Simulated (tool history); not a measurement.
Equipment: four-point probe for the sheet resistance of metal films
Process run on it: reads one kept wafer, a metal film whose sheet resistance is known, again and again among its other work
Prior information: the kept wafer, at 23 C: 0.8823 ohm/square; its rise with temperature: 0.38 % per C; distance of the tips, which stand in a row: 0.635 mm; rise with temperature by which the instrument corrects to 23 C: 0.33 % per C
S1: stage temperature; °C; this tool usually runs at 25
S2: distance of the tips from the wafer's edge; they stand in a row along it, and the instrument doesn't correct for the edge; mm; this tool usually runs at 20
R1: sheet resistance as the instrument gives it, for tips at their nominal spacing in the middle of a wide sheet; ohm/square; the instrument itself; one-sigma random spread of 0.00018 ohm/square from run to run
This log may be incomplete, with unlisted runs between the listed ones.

run     day  S1  S2        R1
  1       0  25  20  0.873999
  2     2.4  25  20  0.873642
      6.308  -- new probe head fitted
  3   6.908  25  20  0.884994
  4  10.238  25  20  0.884659
  5  15.296  25  20  0.884162
  6  18.879  25  20  0.883585
  7  22.242  25  20  0.883089
  8  26.167  25  20  0.882511
  9  28.988  25   9  0.884273
 10  31.821  25  26  0.882016
 11  36.162  25   6  0.886637
 12  39.525  33  20  0.884975
 13  42.733  33  20  0.884528
     43.062  -- stage's thermometer calibrated
 14  46.721  33  20  0.883893
 15  51.275  20  10  0.878944
 16  56.338  20  10  0.878541
 17  60.604  26  57  0.878508
 18  62.779  19  34  0.875637
 19  66.704  19  34  0.874811
 20  69.371  19  34  0.874946
 21  71.558  22   3  0.896528
     72.812  -- stage's thermometer calibrated, once more
 22  75.617  33  37  0.882659
 23  80.467  26  25  0.879145
 24  83.354  26  20  0.878981
 25  86.267  31   3  0.901147
 26  89.288  31   3  0.900807
 27  91.492  33  21  0.881109
 28  94.138  25  75  0.876822

Some steps in R1, run to run, broken into two amounts with sign: the step expected even without the hidden condition (settings, incoming material, random variation), and the rest, left for the hidden condition together with whatever gauge scatter is not in both the measured and the hidden-condition-free result:
Hidden state at play: inner tips' distance over the nominal, %; tips' flats over new ones', %; wafer's true temperature over the reading, C; drift of the gauge itself on sheet_ohm, %.
Run 2 -> 3: new probe head fitted. R1 +0.011352 ohm/square: hidden state +0.011293, all else +0.000059.
Run 20 -> 21: S1 19 -> 22, S2 34 -> 3. R1 +0.021582 ohm/square: hidden state -0.000363, all else +0.021945.
Run 21 -> 22: S1 22 -> 33, S2 3 -> 37, stage's thermometer calibrated, once more. R1 -0.013869 ohm/square: hidden state +0.001963, all else -0.015832.
Run 24 -> 25: S1 26 -> 31, S2 20 -> 3. R1 +0.022166 ohm/square: hidden state -0.000455, all else +0.022621.

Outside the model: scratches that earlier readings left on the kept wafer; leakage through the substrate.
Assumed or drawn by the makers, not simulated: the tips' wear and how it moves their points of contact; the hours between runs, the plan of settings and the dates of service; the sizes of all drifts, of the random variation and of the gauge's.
